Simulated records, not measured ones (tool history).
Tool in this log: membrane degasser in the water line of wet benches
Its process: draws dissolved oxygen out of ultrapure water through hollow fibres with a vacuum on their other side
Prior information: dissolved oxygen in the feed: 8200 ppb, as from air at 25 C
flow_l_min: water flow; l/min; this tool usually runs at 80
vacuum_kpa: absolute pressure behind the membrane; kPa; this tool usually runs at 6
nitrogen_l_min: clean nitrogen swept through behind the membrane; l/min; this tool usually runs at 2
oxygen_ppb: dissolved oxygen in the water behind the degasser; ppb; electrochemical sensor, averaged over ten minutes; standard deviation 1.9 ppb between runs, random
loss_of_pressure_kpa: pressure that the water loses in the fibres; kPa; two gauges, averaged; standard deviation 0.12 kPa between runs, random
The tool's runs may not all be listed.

| run | day | flow_l_min | vacuum_kpa | nitrogen_l_min | oxygen_ppb | loss_of_pressure_kpa |
|---|---|---|---|---|---|---|
| 1 | 0 | 80 | 6 | 2 | 303.1 | 39.27 |
| 2 | 2.254 | 80 | 6 | 2 | 305.1 | 39.26 |
| 3 | 3.508 | 80 | 10.05 | 2 | 606.5 | 39.35 |
| 4 | 5.079 | 80 | 10.05 | 2.54 | 514.4 | 39.26 |
| 5 | 7.446 | 80 | 3.82 | 2 | 140 | 39.03 |
| 6 | 9.388 | 80 | 3.82 | 2 | 139.9 | 39.13 |
| 7 | 10.867 | 80 | 3.82 | 2 | 140.8 | 39.17 |
| 8 | 12.558 | 80 | 6 | 2 | 310.1 | 39.21 |
| 9 | 14.388 | 80 | 8.09 | 2 | 461.9 | 39.15 |
| 10 | 15.875 | 80 | 8.09 | 2 | 461.3 | 39.2 |
| 11 | 18.167 | 71 | 6 | 1.2 | 356.1 | 34.8 |
| 12 | 20.979 | 53 | 4.18 | 1.89 | 79.5 | 25.92 |
| 13 | 22.554 | 75 | 6.02 | 2 | 281.3 | 36.75 |
| 14 | 25.371 | 75 | 6.02 | 2 | 279.4 | 36.9 |
| 15 | 27.925 | 113 | 12.27 | 5.7 | 633.4 | 55.51 |
| 16 | 30.004 | 59 | 12.7 | 1.28 | 821 | 28.98 |
| 17 | 31.483 | 53 | 7.52 | 1.28 | 371.3 | 26.03 |
| 18 | 33.471 | 53 | 7.52 | 1.28 | 375.5 | 26.07 |

What will run 19 give?
| 19 | 34.712 | 53 | 7.52 | 1.28 | ? | ? |

Run 19 produced oxygen_ppb 371.9 ppb, loss_of_pressure_kpa 26.01 kPa.
Had the tool carried no hidden state, the very same run would have given oxygen_ppb 355.1 ppb, loss_of_pressure_kpa 25.89 kPa.
